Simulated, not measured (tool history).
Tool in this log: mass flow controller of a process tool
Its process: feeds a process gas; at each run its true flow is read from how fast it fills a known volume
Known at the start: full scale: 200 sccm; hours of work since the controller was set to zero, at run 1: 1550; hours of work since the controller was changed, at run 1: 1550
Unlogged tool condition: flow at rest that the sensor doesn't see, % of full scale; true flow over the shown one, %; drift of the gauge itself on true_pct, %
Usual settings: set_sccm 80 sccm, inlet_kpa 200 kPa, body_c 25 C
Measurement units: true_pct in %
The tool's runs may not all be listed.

| run | hour | set_sccm | inlet_kpa | body_c | hours of work since the controller was set to zero | hours of work since the controller was changed | true_pct |
|---|---|---|---|---|---|---|---|
| 1 | 0.0 | 80 | 200 | 25 | 1550 | 1550 | 99.90 |
| 2 | 40.1 | 80 | 200 | 25 | 1574 | 1574 | 99.79 |
| 3 | 89.3 | 80 | 161 | 25 | 1604 | 1604 | 99.96 |
| 4 | 154.1 | 80 | 161 | 25 | 1642 | 1642 | 99.94 |
| 5 | 218.0 | 80 | 200 | 20 | 1680 | 1680 | 99.47 |
| 6 | 267.7 | 97 | 200 | 20 | 1710 | 1710 | 99.30 |
| 7 | 299.1 | 80 | 200 | 25 | 1729 | 1729 | 99.69 |
| 8 | 340.6 | 80 | 200 | 22 | 1753 | 1753 | 99.63 |
| 9 | 405.7 | 80 | 200 | 22 | 1792 | 1792 | 99.51 |
| 10 | 442.2 | 80 | 200 | 22 | 1814 | 1814 | 99.46 |
| 11 | 481.8 | 127 | 200 | 25 | 1837 | 1837 | 100.02 |
| 12 | 545.5 | 127 | 200 | 25 | 1875 | 1875 | 99.83 |
| 13 | 608.9 | 127 | 200 | 25 | 1913 | 1913 | 99.88 |
| 14 | 677.3 | 80 | 200 | 25 | 1954 | 1954 | 99.79 |
| 15 | 745.2 | 80 | 200 | 25 | 1994 | 1994 | 99.90 |
| 16 | 806.3 | 80 | 214 | 25 | 2031 | 2031 | 99.72 |
| 17 | 869.6 | 80 | 175 | 25 | 2068 | 2068 | 99.85 |
| 18 | 929.4 | 62 | 200 | 25 | 2104 | 2104 | 99.85 |
| 19 | 982.9 | 62 | 200 | 25 | 2136 | 2136 | 99.69 |
| 20 | 1026.4 | 80 | 227 | 25 | 2162 | 2162 | 99.67 |
| 21 | 1092.7 | 80 | 227 | 25 | 2201 | 2201 | 99.71 |
| 22 | 1153.6 | 80 | 227 | 25 | 2238 | 2238 | 99.63 |
| 23 | 1206.8 | 80 | 203 | 25 | 2269 | 2269 | 99.52 |
| 24 | 1254.5 | 80 | 203 | 25 | 2298 | 2298 | 99.87 |
| 25 | 1326.7 | 23 | 200 | 25 | 2341 | 2341 | 99.82 |
| 26 | 1400.0 | 63 | 220 | 20 | 2384 | 2384 | 99.36 |
| 27 | 1457.4 | 67 | 196 | 25 | 2419 | 2419 | 99.83 |
| 28 | 1523.2 | 41 | 267 | 29 | 2458 | 2458 | 99.80 |
| 29 | 1592.3 | 37 | 200 | 30 | 2499 | 2499 | 100.17 |
| 30 | 1669.6 | 32 | 200 | 39 | 2545 | 2545 | 100.72 |
| 31 | 1722.8 | 32 | 200 | 39 | 2577 | 2577 | 100.79 |
| 32 | 1788.8 | 32 | 200 | 39 | 2616 | 2616 | 100.74 |
| 33 | 1855.2 | 28 | 145 | 22 | 2656 | 2656 | 99.65 |
| 34 | 1906.9 | 28 | 145 | 22 | 2686 | 2686 | 99.77 |
| 35 | 1963.8 | 40 | 145 | 24 | 2720 | 2720 | 99.94 |

The next listed run, before its measurement:
| 36 | 2022.6 | 80 | 207 | 32 | 2755 | 2755 | ? |

Run 36 gave true_pct 100.25 %.
Had the tool carried no hidden state, the very same run would have given true_pct 100.24 %.
